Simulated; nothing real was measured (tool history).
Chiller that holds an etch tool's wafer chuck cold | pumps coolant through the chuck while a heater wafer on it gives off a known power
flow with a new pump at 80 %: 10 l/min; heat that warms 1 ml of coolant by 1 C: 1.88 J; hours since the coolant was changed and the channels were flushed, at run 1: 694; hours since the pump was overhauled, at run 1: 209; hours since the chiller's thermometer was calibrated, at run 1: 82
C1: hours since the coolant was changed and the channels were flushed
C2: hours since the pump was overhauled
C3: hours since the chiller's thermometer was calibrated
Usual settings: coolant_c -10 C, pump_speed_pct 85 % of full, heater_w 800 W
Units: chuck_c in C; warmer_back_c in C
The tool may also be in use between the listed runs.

{"run": 1, "hour": 0.0, "coolant_c": -10, "pump_speed_pct": 85, "heater_w": 800, "C1": 694, "C2": 209, "C3": 82, "chuck_c": -1.35, "warmer_back_c": 2.41}
{"run": 2, "hour": 19.1, "coolant_c": -10, "pump_speed_pct": 85, "heater_w": 800, "C1": 713, "C2": 228, "C3": 101, "chuck_c": -1.31, "warmer_back_c": 2.4}
{"run": 3, "hour": 50.7, "coolant_c": -10, "pump_speed_pct": 85, "heater_w": 800, "C1": 745, "C2": 259, "C3": 133, "chuck_c": -1.27, "warmer_back_c": 2.4}
{"run": 4, "hour": 77.8, "coolant_c": -10, "pump_speed_pct": 85, "heater_w": 800, "C1": 772, "C2": 286, "C3": 160, "chuck_c": -1.18, "warmer_back_c": 2.4}
{"run": 5, "hour": 98.8, "coolant_c": -10, "pump_speed_pct": 85, "heater_w": 800, "C1": 793, "C2": 308, "C3": 181, "chuck_c": -1.38, "warmer_back_c": 2.41}
{"run": 6, "hour": 114.8, "coolant_c": -10, "pump_speed_pct": 85, "heater_w": 800, "C1": 809, "C2": 324, "C3": 197, "chuck_c": -1.55, "warmer_back_c": 2.37}
{"run": 7, "hour": 146.3, "coolant_c": -10, "pump_speed_pct": 85, "heater_w": 800, "C1": 840, "C2": 355, "C3": 228, "chuck_c": -1.18, "warmer_back_c": 2.4}
{"run": 8, "hour": 171.9, "coolant_c": -10, "pump_speed_pct": 85, "heater_w": 800, "C1": 866, "C2": 381, "C3": 254, "chuck_c": -1.32, "warmer_back_c": 2.41}
{"run": 9, "hour": 199.7, "coolant_c": -10, "pump_speed_pct": 85, "heater_w": 800, "C1": 894, "C2": 408, "C3": 281, "chuck_c": -1.41, "warmer_back_c": 2.38}
{"run": 10, "hour": 227.7, "coolant_c": -10, "pump_speed_pct": 85, "heater_w": 800, "C1": 922, "C2": 436, "C3": 309, "chuck_c": -1.29, "warmer_back_c": 2.42}
{"run": 11, "hour": 255.6, "coolant_c": -10, "pump_speed_pct": 65, "heater_w": 800, "C1": 950, "C2": 464, "C3": 337, "chuck_c": 0.54, "warmer_back_c": 3.17}
{"hour": 263.3, "done": "coolant pump overhauled"}
{"run": 12, "hour": 290.6, "coolant_c": -10, "pump_speed_pct": 82, "heater_w": 800, "C1": 980, "C2": 27, "C3": 367, "chuck_c": -1.03, "warmer_back_c": 2.55}
{"run": 13, "hour": 308.3, "coolant_c": -10, "pump_speed_pct": 85, "heater_w": 780, "C1": 997, "C2": 45, "C3": 385, "chuck_c": -1.47, "warmer_back_c": 2.36}
{"hour": 314.7, "done": "coolant pump overhauled, once more"}
{"run": 14, "hour": 339.4, "coolant_c": -10, "pump_speed_pct": 85, "heater_w": 780, "C1": 1024, "C2": 25, "C3": 411, "chuck_c": -1.51, "warmer_back_c": 2.3}
{"run": 15, "hour": 371.3, "coolant_c": -10, "pump_speed_pct": 85, "heater_w": 780, "C1": 1055, "C2": 57, "C3": 443, "chuck_c": -1.45, "warmer_back_c": 2.31}
{"run": 16, "hour": 395.7, "coolant_c": -10, "pump_speed_pct": 85, "heater_w": 780, "C1": 1080, "C2": 81, "C3": 468, "chuck_c": -1.6, "warmer_back_c": 2.31}
{"run": 17, "hour": 424.1, "coolant_c": -8, "pump_speed_pct": 80, "heater_w": 537, "C1": 1108, "C2": 109, "C3": 496, "chuck_c": -2.04, "warmer_back_c": 1.72}
{"run": 18, "hour": 443.0, "coolant_c": -8, "pump_speed_pct": 80, "heater_w": 537, "C1": 1127, "C2": 128, "C3": 515, "chuck_c": -2.02, "warmer_back_c": 1.68}
{"run": 19, "hour": 464.2, "coolant_c": -10, "pump_speed_pct": 89, "heater_w": 800, "C1": 1148, "C2": 149, "C3": 536, "chuck_c": -1.47, "warmer_back_c": 2.29}
{"run": 20, "hour": 479.6, "coolant_c": -12, "pump_speed_pct": 81, "heater_w": 800, "C1": 1164, "C2": 165, "C3": 551, "chuck_c": -2.89, "warmer_back_c": 2.53}
{"run": 21, "hour": 510.0, "coolant_c": -12, "pump_speed_pct": 81, "heater_w": 800, "C1": 1194, "C2": 195, "C3": 582, "chuck_c": -2.96, "warmer_back_c": 2.52}
{"run": 22, "hour": 541.7, "coolant_c": -12, "pump_speed_pct": 81, "heater_w": 800, "C1": 1226, "C2": 227, "C3": 613, "chuck_c": -2.96, "warmer_back_c": 2.51}
{"run": 23, "hour": 565.3, "coolant_c": -12, "pump_speed_pct": 81, "heater_w": 800, "C1": 1249, "C2": 251, "C3": 637, "chuck_c": -3.11, "warmer_back_c": 2.48}
{"run": 24, "hour": 579.5, "coolant_c": -12, "pump_speed_pct": 93, "heater_w": 1058, "C1": 1264, "C2": 265, "C3": 651, "chuck_c": -1.26, "warmer_back_c": 2.88}
{"run": 25, "hour": 604.6, "coolant_c": -1, "pump_speed_pct": 65, "heater_w": 988, "C1": 1289, "C2": 290, "C3": 676, "chuck_c": 12.1, "warmer_back_c": 3.88}
{"run": 26, "hour": 631.1, "coolant_c": -10, "pump_speed_pct": 81, "heater_w": 800, "C1": 1315, "C2": 316, "C3": 703, "chuck_c": -0.93, "warmer_back_c": 2.52}
{"run": 27, "hour": 651.0, "coolant_c": -2, "pump_speed_pct": 69, "heater_w": 800, "C1": 1335, "C2": 336, "C3": 723, "chuck_c": 8.08, "warmer_back_c": 2.99}
{"run": 28, "hour": 677.8, "coolant_c": -7, "pump_speed_pct": 76, "heater_w": 591, "C1": 1362, "C2": 363, "C3": 750, "chuck_c": 0.0, "warmer_back_c": 1.96}
{"run": 29, "hour": 699.8, "coolant_c": -3, "pump_speed_pct": 85, "heater_w": 747, "C1": 1384, "C2": 385, "C3": 772, "chuck_c": 4.99, "warmer_back_c": 2.24}
{"run": 30, "hour": 721.3, "coolant_c": -14, "pump_speed_pct": 72, "heater_w": 823, "C1": 1405, "C2": 407, "C3": 793, "chuck_c": -3.93, "warmer_back_c": 2.92}
{"run": 31, "hour": 737.0, "coolant_c": -14, "pump_speed_pct": 72, "heater_w": 823, "C1": 1421, "C2": 422, "C3": 809, "chuck_c": -3.72, "warmer_back_c": 2.91}

Forecast each of these 4 alternatives for the next run:
{"run": "A", "hour": 764.2, "coolant_c": -3, "pump_speed_pct": 82, "heater_w": 823, "C1": 1448, "C2": 449, "C3": 836, "chuck_c": "?", "warmer_back_c": "?"}
{"run": "B", "hour": 764.2, "coolant_c": -10, "pump_speed_pct": 85, "heater_w": 420, "C1": 1448, "C2": 449, "C3": 836, "chuck_c": "?", "warmer_back_c": "?"}
{"run": "C", "hour": 764.2, "coolant_c": -17, "pump_speed_pct": 81, "heater_w": 800, "C1": 1448, "C2": 449, "C3": 836, "chuck_c": "?", "warmer_back_c": "?"}
{"run": "D", "hour": 764.2, "coolant_c": -17, "pump_speed_pct": 79, "heater_w": 1071, "C1": 1448, "C2": 449, "C3": 836, "chuck_c": "?", "warmer_back_c": "?"}

run=A chuck_c=6.29 warmer_back_c=2.56
run=B chuck_c=-5.62 warmer_back_c=1.31
run=C chuck_c=-7.85 warmer_back_c=2.52
run=D chuck_c=-4.75 warmer_back_c=3.48
Without the tool's hidden state the same runs would have given:
run=A chuck_c=6.11 warmer_back_c=2.55
run=B chuck_c=-5.67 warmer_back_c=1.31
run=C chuck_c=-8.03 warmer_back_c=2.52
run=D chuck_c=-5.02 warmer_back_c=3.47
